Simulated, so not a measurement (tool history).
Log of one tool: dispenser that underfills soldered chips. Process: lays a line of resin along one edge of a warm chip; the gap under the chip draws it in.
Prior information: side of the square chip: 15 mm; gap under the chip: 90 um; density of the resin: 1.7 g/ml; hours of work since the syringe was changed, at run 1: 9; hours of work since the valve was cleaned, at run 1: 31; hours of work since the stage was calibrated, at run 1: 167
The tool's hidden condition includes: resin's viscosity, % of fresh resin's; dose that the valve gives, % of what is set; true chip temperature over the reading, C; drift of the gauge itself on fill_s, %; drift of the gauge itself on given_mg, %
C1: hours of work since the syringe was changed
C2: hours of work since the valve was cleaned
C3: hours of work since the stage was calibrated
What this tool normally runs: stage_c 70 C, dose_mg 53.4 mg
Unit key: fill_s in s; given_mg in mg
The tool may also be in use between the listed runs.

{"run": 1, "day": 0.0, "stage_c": 70, "dose_mg": 53.4, "C1": 9, "C2": 31, "C3": 167, "fill_s": 152.3, "given_mg": 51.97}
{"day": 0.038, "done": "new syringe of resin"}
{"run": 2, "day": 0.462, "stage_c": 70, "dose_mg": 53.4, "C1": 6, "C2": 37, "C3": 173, "fill_s": 114.7, "given_mg": 52.71}
{"day": 0.725, "done": "new syringe of resin"}
{"run": 3, "day": 0.879, "stage_c": 70, "dose_mg": 53.4, "C1": 2, "C2": 43, "C3": 179, "fill_s": 85.5, "given_mg": 52.43}
{"run": 4, "day": 1.275, "stage_c": 70, "dose_mg": 53.4, "C1": 8, "C2": 49, "C3": 185, "fill_s": 137.7, "given_mg": 51.98}
{"day": 1.396, "done": "new syringe of resin"}
{"run": 5, "day": 1.683, "stage_c": 70, "dose_mg": 53.4, "C1": 4, "C2": 55, "C3": 191, "fill_s": 98.8, "given_mg": 51.48}
{"day": 2.054, "done": "new syringe of resin"}
{"run": 6, "day": 2.221, "stage_c": 70, "dose_mg": 53.4, "C1": 2, "C2": 63, "C3": 199, "fill_s": 87.3, "given_mg": 51.41}
{"run": 7, "day": 2.475, "stage_c": 70, "dose_mg": 53.4, "C1": 6, "C2": 66, "C3": 203, "fill_s": 117.4, "given_mg": 51.77}
{"day": 2.717, "done": "new syringe of resin"}
{"run": 8, "day": 2.788, "stage_c": 58, "dose_mg": 53.4, "C1": 1, "C2": 71, "C3": 207, "fill_s": 141.2, "given_mg": 51.58}
{"run": 9, "day": 3.304, "stage_c": 58, "dose_mg": 53.4, "C1": 9, "C2": 78, "C3": 215, "fill_s": 262.8, "given_mg": 51.26}
{"day": 3.392, "done": "new syringe of resin"}
{"run": 10, "day": 3.788, "stage_c": 70, "dose_mg": 53.4, "C1": 6, "C2": 85, "C3": 222, "fill_s": 116.0, "given_mg": 50.81}
{"day": 4.058, "done": "new syringe of resin"}
{"run": 11, "day": 4.175, "stage_c": 79, "dose_mg": 53.4, "C1": 2, "C2": 91, "C3": 227, "fill_s": 53.5, "given_mg": 50.67}
{"run": 12, "day": 4.462, "stage_c": 79, "dose_mg": 53.4, "C1": 6, "C2": 95, "C3": 231, "fill_s": 75.8, "given_mg": 50.59}
{"day": 4.729, "done": "new syringe of resin"}
{"run": 13, "day": 4.775, "stage_c": 70, "dose_mg": 60.7, "C1": 1, "C2": 100, "C3": 236, "fill_s": 74.0, "given_mg": 57.54}
{"run": 14, "day": 5.254, "stage_c": 70, "dose_mg": 53.4, "C1": 8, "C2": 107, "C3": 243, "fill_s": 133.3, "given_mg": 50.46}
{"day": 5.392, "done": "new syringe of resin"}
{"run": 15, "day": 5.729, "stage_c": 70, "dose_mg": 53.4, "C1": 5, "C2": 113, "C3": 250, "fill_s": 109.0, "given_mg": 50.21}
{"day": 6.062, "done": "new syringe of resin"}
{"run": 16, "day": 6.062, "stage_c": 70, "dose_mg": 53.4, "C1": 0, "C2": 118, "C3": 254, "fill_s": 70.8, "given_mg": 49.85}
{"day": 6.183, "done": "dispensing valve cleaned and set on the balance"}
{"run": 17, "day": 6.546, "stage_c": 70, "dose_mg": 53.4, "C1": 7, "C2": 5, "C3": 261, "fill_s": 123.9, "given_mg": 53.2}
{"day": 6.779, "done": "new syringe of resin"}
{"run": 18, "day": 6.912, "stage_c": 61, "dose_mg": 59.1, "C1": 2, "C2": 11, "C3": 266, "fill_s": 135.6, "given_mg": 58.59}
{"run": 19, "day": 7.308, "stage_c": 70, "dose_mg": 53.2, "C1": 8, "C2": 16, "C3": 272, "fill_s": 141.1, "given_mg": 52.77}
{"day": 7.438, "done": "new syringe of resin"}
{"run": 20, "day": 7.796, "stage_c": 66, "dose_mg": 47.2, "C1": 5, "C2": 23, "C3": 279, "fill_s": 139.5, "given_mg": 46.63}
{"day": 8.121, "done": "new syringe of resin"}
{"run": 21, "day": 8.212, "stage_c": 73, "dose_mg": 68.0, "C1": 1, "C2": 29, "C3": 285, "fill_s": 68.1, "given_mg": 67.03}
{"run": 22, "day": 8.5, "stage_c": 70, "dose_mg": 68.8, "C1": 6, "C2": 34, "C3": 289, "fill_s": 112.0, "given_mg": 67.59}
{"day": 8.808, "done": "new syringe of resin"}
{"run": 23, "day": 8.883, "stage_c": 72, "dose_mg": 48.8, "C1": 1, "C2": 39, "C3": 295, "fill_s": 72.6, "given_mg": 47.42}
{"run": 24, "day": 9.221, "stage_c": 85, "dose_mg": 49.0, "C1": 6, "C2": 44, "C3": 300, "fill_s": 59.7, "given_mg": 47.54}
{"day": 9.504, "done": "new syringe of resin"}
{"run": 25, "day": 9.567, "stage_c": 85, "dose_mg": 49.0, "C1": 1, "C2": 49, "C3": 305, "fill_s": 39.0, "given_mg": 47.67}
{"run": 26, "day": 10.05, "stage_c": 61, "dose_mg": 59.0, "C1": 8, "C2": 56, "C3": 312, "fill_s": 220.2, "given_mg": 56.98}
{"day": 10.175, "done": "new syringe of resin"}
{"run": 27, "day": 10.542, "stage_c": 76, "dose_mg": 49.4, "C1": 5, "C2": 63, "C3": 319, "fill_s": 85.7, "given_mg": 47.57}
{"day": 10.862, "done": "new syringe of resin"}
{"run": 28, "day": 11.004, "stage_c": 70, "dose_mg": 49.3, "C1": 2, "C2": 70, "C3": 325, "fill_s": 89.6, "given_mg": 47.61}
{"run": 29, "day": 11.329, "stage_c": 58, "dose_mg": 51.1, "C1": 7, "C2": 75, "C3": 330, "fill_s": 249.0, "given_mg": 49.09}
{"day": 11.546, "done": "new syringe of resin"}
{"run": 30, "day": 11.771, "stage_c": 58, "dose_mg": 51.1, "C1": 3, "C2": 81, "C3": 336, "fill_s": 183.2, "given_mg": 49.24}
{"run": 31, "day": 12.162, "stage_c": 58, "dose_mg": 51.1, "C1": 9, "C2": 87, "C3": 342, "fill_s": 295.9, "given_mg": 48.84}
{"day": 12.204, "done": "new syringe of resin"}
{"run": 32, "day": 12.417, "stage_c": 61, "dose_mg": 63.1, "C1": 3, "C2": 90, "C3": 346, "fill_s": 147.8, "given_mg": 60.45}
{"day": 12.879, "done": "new syringe of resin"}
{"run": 33, "day": 12.967, "stage_c": 80, "dose_mg": 53.0, "C1": 1, "C2": 98, "C3": 354, "fill_s": 49.7, "given_mg": 50.26}
{"run": 34, "day": 13.296, "stage_c": 70, "dose_mg": 56.1, "C1": 6, "C2": 103, "C3": 359, "fill_s": 123.0, "given_mg": 52.86}

Selected run-to-run steps in fill_s, each split into two signed amounts: the part the tool would show with no hidden state at all (from settings, incoming material and random variation), and the remainder, which goes to the hidden state together with any gauge scatter not common to the measured and the hidden-state-free results:
Run 8 -> 9: settings left as they were, no log entry in between. fill_s +121.6 s: hidden state +122.2, all else -0.6.
Run 25 -> 26: stage_c 85 -> 61, dose_mg 49.0 -> 59.0. fill_s +181.2 s: hidden state +111.2, all else +70.0.
Run 28 -> 29: stage_c 70 -> 58, dose_mg 49.3 -> 51.1. fill_s +159.4 s: hidden state +100.0, all else +59.4.
Run 30 -> 31: settings left as they were, no log entry in between. fill_s +112.7 s: hidden state +112.4, all else +0.3.
Run 31 -> 32: stage_c 58 -> 61, dose_mg 51.1 -> 63.1, new syringe of resin. fill_s -148.1 s: hidden state -126.1, all else -22.0.
